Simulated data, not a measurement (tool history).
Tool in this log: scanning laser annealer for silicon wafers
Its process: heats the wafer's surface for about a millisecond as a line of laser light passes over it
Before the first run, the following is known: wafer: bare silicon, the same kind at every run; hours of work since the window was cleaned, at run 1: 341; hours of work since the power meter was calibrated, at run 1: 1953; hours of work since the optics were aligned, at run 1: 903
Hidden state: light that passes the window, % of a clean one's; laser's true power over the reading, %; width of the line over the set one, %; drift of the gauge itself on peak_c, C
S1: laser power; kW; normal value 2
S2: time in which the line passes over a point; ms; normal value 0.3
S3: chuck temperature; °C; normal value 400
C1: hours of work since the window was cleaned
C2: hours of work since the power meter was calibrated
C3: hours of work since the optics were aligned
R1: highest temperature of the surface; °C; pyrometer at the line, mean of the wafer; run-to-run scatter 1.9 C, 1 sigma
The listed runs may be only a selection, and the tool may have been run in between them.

Run 1, hour 0: usual settings; C1 341; C2 1953; C3 903. Result: R1 1237 °C.
Run 2, hour 52.3: usual settings; C1 372; C2 1984; C3 935. Result: R1 1237 °C.
Run 3, hour 114: usual settings but S3 407 °C; C1 410; C2 2022; C3 972. Result: R1 1241 °C.
Run 4, hour 182.2: usual settings but S3 407 °C; C1 451; C2 2063; C3 1013. Result: R1 1240 °C.
Run 5, hour 258.2: usual settings but S1 1.75 kW; C1 497; C2 2109; C3 1060. Result: R1 1137 °C.
Run 6, hour 331.2: usual settings but S1 1.75 kW; C1 542; C2 2154; C3 1104. Result: R1 1140 °C.
Run 7, hour 390.2: usual settings but S1 1.75 kW; C1 577; C2 2189; C3 1140. Result: R1 1138 °C.
Run 8, hour 454.7: usual settings but S1 1.75 kW, S2 0.341 ms; C1 617; C2 2228; C3 1179. Result: R1 1195 °C.
Run 9, hour 536.2: usual settings; C1 666; C2 2278; C3 1228. Result: R1 1235 °C.
Run 10, hour 621.9: usual settings but S1 1.928 kW; C1 718; C2 2330; C3 1280. Result: R1 1208 °C.
Run 11, hour 699.8: usual settings but S3 381 °C; C1 765; C2 2377; C3 1327. Result: R1 1216 °C.
Run 12, hour 757.9: usual settings but S3 381 °C; C1 800; C2 2412; C3 1363. Result: R1 1215 °C.
Run 13, hour 831.5: usual settings but S3 431 °C; C1 845; C2 2457; C3 1407. Result: R1 1268 °C.
At hour 857.6: optics aligned, line set to its width.
Run 14, hour 893.5: usual settings but S3 413 °C; C1 880; C2 2492; C3 22. Result: R1 1246 °C.
Run 15, hour 975.9: usual settings but S2 0.352 ms; C1 930; C2 2542; C3 72. Result: R1 1312 °C.
At hour 1030.1: window over the wafer cleaned.
Run 16, hour 1052.5: usual settings but S2 0.274 ms; C1 14; C2 2587; C3 117. Result: R1 1196 °C.
Run 17, hour 1110.1: usual settings but S2 0.274 ms; C1 48; C2 2622; C3 152. Result: R1 1194 °C.
Run 18, hour 1174.7: usual settings but S2 0.274 ms; C1 88; C2 2661; C3 191. Result: R1 1194 °C.
Run 19, hour 1221.8: usual settings; C1 116; C2 2689; C3 220. Result: R1 1234 °C.
Run 20, hour 1304.7: usual settings; C1 167; C2 2740; C3 270. Result: R1 1238 °C.
Run 21, hour 1380.9: usual settings but S1 2.025 kW, S2 0.347 ms, S3 439 °C; C1 213; C2 2786; C3 316. Result: R1 1354 °C.
Run 22, hour 1462.4: usual settings but S1 1.793 kW, S2 0.231 ms, S3 439 °C; C1 262; C2 2835; C3 366. Result: R1 1094 °C.
Run 23, hour 1516.5: usual settings but S1 2.197 kW, S2 0.234 ms, S3 395 °C; C1 295; C2 2868; C3 398. Result: R1 1192 °C.
Run 24, hour 1552.2: usual settings but S1 2.012 kW, S2 0.368 ms, S3 395 °C; C1 317; C2 2890; C3 420. Result: R1 1334 °C.
Run 25, hour 1604.4: usual settings but S1 2.113 kW, S2 0.273 ms, S3 409 °C; C1 348; C2 2922; C3 452. Result: R1 1244 °C.
Run 26, hour 1674.4: usual settings but S1 1.777 kW, S2 0.283 ms, S3 408 °C; C1 391; C2 2964; C3 494. Result: R1 1130 °C.
Run 27, hour 1731.5: usual settings but S1 1.777 kW, S2 0.219 ms, S3 408 °C; C1 425; C2 2999; C3 529. Result: R1 1041 °C.
Run 28, hour 1773.8: usual settings but S1 1.878 kW, S2 0.324 ms, S3 378 °C; C1 451; C2 3024; C3 554. Result: R1 1196 °C.
Run 29, hour 1822.2: usual settings but S1 1.878 kW, S2 0.324 ms, S3 378 °C; C1 480; C2 3054; C3 584. Result: R1 1199 °C.
Run 30, hour 1884.3: usual settings but S1 1.878 kW, S2 0.324 ms, S3 378 °C; C1 518; C2 3091; C3 622. Result: R1 1198 °C.
Run 31, hour 1927.6: usual settings but S1 1.716 kW, S2 0.324 ms, S3 395 °C; C1 544; C2 3118; C3 648. Result: R1 1154 °C.
Run 32, hour 1974.8: usual settings but S1 1.716 kW, S2 0.344 ms, S3 395 °C; C1 573; C2 3146; C3 676. Result: R1 1176 °C.
Run 33, hour 2034.5: usual settings but S1 1.716 kW, S2 0.344 ms, S3 395 °C; C1 609; C2 3182; C3 713. Result: R1 1176 °C.
Run 34, hour 2071.2: usual settings but S1 1.716 kW, S2 0.245 ms, S3 391 °C; C1 631; C2 3205; C3 735. Result: R1 1041 °C.
Run 35, hour 2124.4: usual settings but S1 2.072 kW, S2 0.283 ms, S3 391 °C; C1 664; C2 3237; C3 767. Result: R1 1224 °C.
Run 36, hour 2188.4: usual settings but S1 2.072 kW, S2 0.283 ms, S3 391 °C; C1 703; C2 3276; C3 806. Result: R1 1227 °C.
At hour 2206.6: laser's power meter calibrated.
Run 37, hour 2258.8: usual settings but S1 2.072 kW, S2 0.283 ms, S3 391 °C; C1 743; C2 32; C3 847. Result: R1 1228 °C.
Run 38, hour 2318.8: usual settings but S1 2.072 kW, S2 0.283 ms, S3 391 °C; C1 780; C2 68; C3 883. Result: R1 1228 °C.
Run 39, hour 2353.7: usual settings but S1 1.726 kW, S2 0.323 ms, S3 422 °C; C1 801; C2 89; C3 904. Result: R1 1180 °C.
Run 40, hour 2432.5: usual settings but S1 1.996 kW, S2 0.363 ms, S3 422 °C; C1 849; C2 137; C3 952. Result: R1 1346 °C.

Hidden state at the last listed run before each entry between runs and at the first one after, where it differs:
Run 13 -> run 14: optics aligned, line set to its width (hour 857.6)
  width of the line over the set one, %: 0.03 -> 0
Run 15 -> run 16: window over the wafer cleaned (hour 1030.1)
  light that passes the window, % of a clean one's: 99.89 -> 100; width of the line over the set one, %: 0 -> 0.01
Run 36 -> run 37: laser's power meter calibrated (hour 2206.6)
  light that passes the window, % of a clean one's: 99.93 -> 99.92; laser's true power over the reading, %: -0.04 -> 0
